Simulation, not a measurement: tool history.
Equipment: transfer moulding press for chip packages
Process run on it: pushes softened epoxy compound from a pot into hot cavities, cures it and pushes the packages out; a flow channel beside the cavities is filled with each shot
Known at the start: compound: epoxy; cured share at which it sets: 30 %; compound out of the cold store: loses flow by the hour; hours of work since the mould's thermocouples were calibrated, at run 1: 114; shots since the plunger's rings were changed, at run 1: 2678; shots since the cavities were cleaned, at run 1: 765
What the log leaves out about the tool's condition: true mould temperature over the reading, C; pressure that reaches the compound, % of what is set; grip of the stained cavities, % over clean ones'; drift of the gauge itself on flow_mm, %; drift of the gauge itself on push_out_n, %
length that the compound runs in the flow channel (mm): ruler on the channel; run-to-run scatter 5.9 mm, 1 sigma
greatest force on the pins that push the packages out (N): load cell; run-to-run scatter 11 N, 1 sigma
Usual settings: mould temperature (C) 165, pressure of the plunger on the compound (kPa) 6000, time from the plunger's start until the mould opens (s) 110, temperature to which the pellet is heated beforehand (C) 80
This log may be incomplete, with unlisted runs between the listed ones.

run   hour  mould temperature (C)  pressure of the plunger on the compound (kPa)  time from the plunger's start until the mould opens (s)  temperature to which the pellet is heated beforehand (C)  hours of work since the mould's thermocouples were calibrated  shots since the plunger's rings were changed  shots since the cavities were cleaned  incoming compound's hours out of the cold store  length that the compound runs in the flow channel (mm)  greatest force on the pins that push the packages out (N)
  1    0.0                    165                                           6000                                                      110                                                        80                                                            114                                          2678                                    765                                             28.9                                                     722                                                        513
  2    6.9                    165                                           6000                                                      110                                                        80                                                            119                                          2751                                    838                                             15.0                                                     771                                                        507
  3   17.1                    165                                           6000                                                      110                                                        80                                                            125                                          2858                                    945                                             20.8                                                     766                                                        508
      24.2  -- cavities cleaned with cleaning compound and waxed
  4   32.6                    165                                           6000                                                      110                                                        80                                                            134                                          3004                                     87                                             32.8                                                     705                                                        514
  5   41.0                    165                                           6000                                                      110                                                        80                                                            140                                          3092                                    175                                             34.4                                                     694                                                        505
  6   48.0                    165                                           6000                                                      110                                                        89                                                            144                                          3166                                    249                                             29.1                                                     730                                                        492
  7   54.8                    165                                           6000                                                      110                                                        89                                                            148                                          3237                                    320                                             30.9                                                     707                                                        498
  8   62.1                    165                                           6000                                                      110                                                        89                                                            153                                          3314                                    397                                             40.8                                                     679                                                        493
  9   73.5                    165                                           6000                                                      110                                                        83                                                            160                                          3433                                    516                                              9.6                                                     790                                                        542
 10   81.4                    165                                           5760                                                      110                                                        80                                                            165                                          3516                                    599                                             42.4                                                     669                                                        505
 11   92.2                    165                                           5760                                                      110                                                        80                                                            172                                          3630                                    713                                             44.4                                                     649                                                        512
 12  105.1                    165                                           6000                                                      110                                                        80                                                            180                                          3765                                    848                                             26.1                                                     730                                                        513
 13  114.4                    165                                           6000                                                      110                                                        80                                                            186                                          3863                                    946                                             46.1                                                     660                                                        508
     121.7  -- cavities cleaned with cleaning compound and waxed
 14  128.8                    165                                           6000                                                      147                                                        80                                                            194                                          3998                                     75                                             33.7                                                     701                                                        469
 15  142.4                    165                                           6000                                                      147                                                        80                                                            203                                          4141                                    218                                             45.0                                                     660                                                        464
 16  150.7                    165                                           6000                                                      145                                                        80                                                            208                                          4227                                    304                                              8.8                                                     793                                                        443
 17  159.7                    165                                           5340                                                       99                                                        80                                                            214                                          4322                                    399                                             42.5                                                     634                                                        580
 18  171.0                    165                                           5340                                                       99                                                        85                                                            221                                          4441                                    518                                             31.9                                                     657                                                        607
 19  178.0                    168                                           6000                                                      106                                                        80                                                            226                                          4514                                    591                                             39.7                                                     659                                                        478
 20  185.9                    168                                           7390                                                      137                                                        74                                                            231                                          4596                                    673                                             27.3                                                     804                                                        445
 21  199.3                    165                                           6000                                                      110                                                        83                                                            239                                          4737                                    814                                             13.7                                                     764                                                        523
 22  206.0                    163                                           6100                                                      138                                                        82                                                            244                                          4807                                    884                                             20.3                                                     757                                                        473
 23  212.6                    165                                           5160                                                      110                                                        78                                                            248                                          4877                                    954                                             36.6                                                     642                                                        502
     219.2  -- cavities cleaned with cleaning compound and waxed
 24  223.5                    168                                           6590                                                      110                                                        78                                                            254                                          4975                                     45                                             26.4                                                     759                                                        481

Run 25 is up next; what results do you expect?
 25  232.3                    165                                           6590                                                      127                                                        81                                                            259                                          5068                                    138                                             21.2                                                       ?                                                          ?

{"run 25": {"length that the compound runs in the flow channel (mm)": 779, "greatest force on the pins that push the packages out (N)": 478}}
With the hidden condition absent and the run-to-run variation left alone, this run would have shown length that the compound runs in the flow channel (mm) 780, greatest force on the pins that push the packages out (N) 476.
